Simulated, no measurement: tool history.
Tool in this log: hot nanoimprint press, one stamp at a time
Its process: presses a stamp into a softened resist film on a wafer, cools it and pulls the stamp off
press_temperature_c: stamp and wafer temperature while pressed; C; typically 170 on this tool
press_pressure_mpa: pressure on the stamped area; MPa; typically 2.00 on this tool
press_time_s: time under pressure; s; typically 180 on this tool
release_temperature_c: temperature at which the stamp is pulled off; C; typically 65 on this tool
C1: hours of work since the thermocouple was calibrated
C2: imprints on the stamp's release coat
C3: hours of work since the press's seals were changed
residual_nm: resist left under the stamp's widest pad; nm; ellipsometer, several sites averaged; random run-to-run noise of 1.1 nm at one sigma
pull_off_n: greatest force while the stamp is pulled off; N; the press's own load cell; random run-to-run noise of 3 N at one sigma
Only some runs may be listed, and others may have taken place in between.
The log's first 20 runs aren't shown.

{"run": 21, "day": 8.529, "press_temperature_c": 170, "press_pressure_mpa": 2.19, "press_time_s": 93, "release_temperature_c": 67, "C1": 300, "C2": 1239, "C3": 178, "residual_nm": 205.7, "pull_off_n": 225}
{"run": 22, "day": 8.971, "press_temperature_c": 169, "press_pressure_mpa": 2.19, "press_time_s": 93, "release_temperature_c": 67, "C1": 308, "C2": 1298, "C3": 186, "residual_nm": 215.3, "pull_off_n": 226}
{"run": 23, "day": 9.283, "press_temperature_c": 176, "press_pressure_mpa": 3.08, "press_time_s": 180, "release_temperature_c": 66, "C1": 313, "C2": 1341, "C3": 191, "residual_nm": 105.4, "pull_off_n": 232}
{"day": 9.617, "done": "stamp cleaned and given a new release coat"}
{"run": 24, "day": 10.008, "press_temperature_c": 175, "press_pressure_mpa": 2.0, "press_time_s": 180, "release_temperature_c": 65, "C1": 322, "C2": 52, "C3": 200, "residual_nm": 135.8, "pull_off_n": 218}
{"run": 25, "day": 10.312, "press_temperature_c": 159, "press_pressure_mpa": 1.67, "press_time_s": 180, "release_temperature_c": 69, "C1": 327, "C2": 93, "C3": 205, "residual_nm": 274.5, "pull_off_n": 200}
{"run": 26, "day": 10.842, "press_temperature_c": 182, "press_pressure_mpa": 1.2, "press_time_s": 106, "release_temperature_c": 58, "C1": 336, "C2": 165, "C3": 214, "residual_nm": 157.7, "pull_off_n": 252}
{"run": 27, "day": 11.117, "press_temperature_c": 182, "press_pressure_mpa": 1.2, "press_time_s": 106, "release_temperature_c": 58, "C1": 341, "C2": 202, "C3": 219, "residual_nm": 154.4, "pull_off_n": 254}
{"run": 28, "day": 11.683, "press_temperature_c": 180, "press_pressure_mpa": 2.0, "press_time_s": 143, "release_temperature_c": 65, "C1": 351, "C2": 278, "C3": 229, "residual_nm": 118.2, "pull_off_n": 226}
{"run": 29, "day": 12.1, "press_temperature_c": 180, "press_pressure_mpa": 1.46, "press_time_s": 180, "release_temperature_c": 68, "C1": 359, "C2": 334, "C3": 237, "residual_nm": 124.6, "pull_off_n": 208}
{"run": 30, "day": 12.679, "press_temperature_c": 170, "press_pressure_mpa": 2.41, "press_time_s": 218, "release_temperature_c": 69, "C1": 369, "C2": 412, "C3": 247, "residual_nm": 147.5, "pull_off_n": 202}

Each row is a separate what-if for the run after 30, all from the same tool condition, not one after another. Results?
{"run": "A", "day": 13.021, "press_temperature_c": 163, "press_pressure_mpa": 2.0, "press_time_s": 139, "release_temperature_c": 56, "C1": 375, "C2": 458, "C3": 253, "residual_nm": "?", "pull_off_n": "?"}
{"run": "B", "day": 13.021, "press_temperature_c": 169, "press_pressure_mpa": 1.79, "press_time_s": 241, "release_temperature_c": 65, "C1": 375, "C2": 458, "C3": 253, "residual_nm": "?", "pull_off_n": "?"}
{"run": "C", "day": 13.021, "press_temperature_c": 170, "press_pressure_mpa": 2.67, "press_time_s": 91, "release_temperature_c": 65, "C1": 375, "C2": 458, "C3": 253, "residual_nm": "?", "pull_off_n": "?"}
{"run": "D", "day": 13.021, "press_temperature_c": 176, "press_pressure_mpa": 2.41, "press_time_s": 218, "release_temperature_c": 66, "C1": 375, "C2": 458, "C3": 253, "residual_nm": "?", "pull_off_n": "?"}

run=A residual_nm=242.8 pull_off_n=271
run=B residual_nm=167.4 pull_off_n=224
run=C residual_nm=191.5 pull_off_n=226
run=D residual_nm=109.4 pull_off_n=224
Stripped of hidden state, with their random variation kept, the same runs would have yielded:
run=A residual_nm=251.0 pull_off_n=268
run=B residual_nm=175.2 pull_off_n=222
run=C residual_nm=199.3 pull_off_n=224
run=D residual_nm=114.7 pull_off_n=223
